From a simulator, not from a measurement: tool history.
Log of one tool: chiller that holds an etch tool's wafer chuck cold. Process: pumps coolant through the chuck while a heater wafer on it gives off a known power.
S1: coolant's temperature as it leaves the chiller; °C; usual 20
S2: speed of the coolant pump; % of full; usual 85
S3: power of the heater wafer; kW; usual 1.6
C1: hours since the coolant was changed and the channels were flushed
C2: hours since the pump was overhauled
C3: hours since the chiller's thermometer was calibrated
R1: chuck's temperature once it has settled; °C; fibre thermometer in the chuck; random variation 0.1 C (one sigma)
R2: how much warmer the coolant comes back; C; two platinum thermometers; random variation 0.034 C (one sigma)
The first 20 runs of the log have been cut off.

Run 21, hour 721: usual settings but S1 15 °C, S2 66 % of full, S3 0.976 kW; C1 4322; C2 813; C3 1937. Result: R1 23.8 °C, R2 4.09 C.
Run 22, hour 760.6: usual settings but S1 27 °C, S2 66 % of full, S3 0.951 kW; C1 4362; C2 852; C3 1977. Result: R1 35.6 °C, R2 4.01 C.
Run 23, hour 782.2: usual settings but S1 27 °C, S2 66 % of full, S3 0.951 kW; C1 4383; C2 874; C3 1998. Result: R1 35.5 °C, R2 4.06 C.
Run 24, hour 812.1: usual settings but S1 27 °C, S2 66 % of full, S3 0.951 kW; C1 4413; C2 904; C3 2028. Result: R1 35.8 °C, R2 4.08 C.
Run 25, hour 836.9: usual settings but S1 27 °C, S2 93 % of full, S3 0.951 kW; C1 4438; C2 929; C3 2053. Result: R1 33 °C, R2 2.73 C.
Run 26, hour 880.5: usual settings but S1 27 °C, S2 93 % of full, S3 0.951 kW; C1 4482; C2 972; C3 2097. Result: R1 33 °C, R2 2.72 C.
Run 27, hour 919.8: usual settings but S1 17 °C, S2 66 % of full, S3 1.899 kW; C1 4521; C2 1011; C3 2136. Result: R1 34.6 °C, R2 8.01 C.
Run 28, hour 959.9: usual settings but S1 16 °C, S2 91 % of full, S3 0.977 kW; C1 4561; C2 1052; C3 2176. Result: R1 22.3 °C, R2 2.88 C.
Run 29, hour 1008: usual settings but S1 13 °C, S2 94 % of full, S3 2.308 kW; C1 4609; C2 1100; C3 2224. Result: R1 27.8 °C, R2 6.51 C.
Run 30, hour 1055.8: usual settings but S1 17 °C, S2 70 % of full, S3 0.91 kW; C1 4657; C2 1147; C3 2272. Result: R1 24.8 °C, R2 3.56 C.
Run 31, hour 1095.2: usual settings but S1 17 °C, S2 70 % of full, S3 0.91 kW; C1 4696; C2 1187; C3 2311. Result: R1 24.8 °C, R2 3.61 C.

Below are 3 alternative next runs, each starting from the tool's condition after run 31. Predict each:
Run A, hour 1132.7: usual settings but S1 17 °C, S2 70 % of full, S3 1.226 kW; C1 4734; C2 1224; C3 2349. Result: R1 ?, R2 ?.
Run B, hour 1132.7: usual settings but S1 17 °C, S2 96 % of full, S3 0.91 kW; C1 4734; C2 1224; C3 2349. Result: R1 ?, R2 ?.
Run C, hour 1132.7: usual settings but S1 24 °C, S2 94 % of full, S3 1.053 kW; C1 4734; C2 1224; C3 2349. Result: R1 ?, R2 ?.

run    R1    R2
  A  27.7  4.81
  B  22.7  2.47
  C  30.5  2.95
Stripped of hidden state, with their random variation kept, the same runs would have yielded:
run    R1    R2
  A  26.6  4.73
  B  22.1  2.43
  C  29.9   2.9
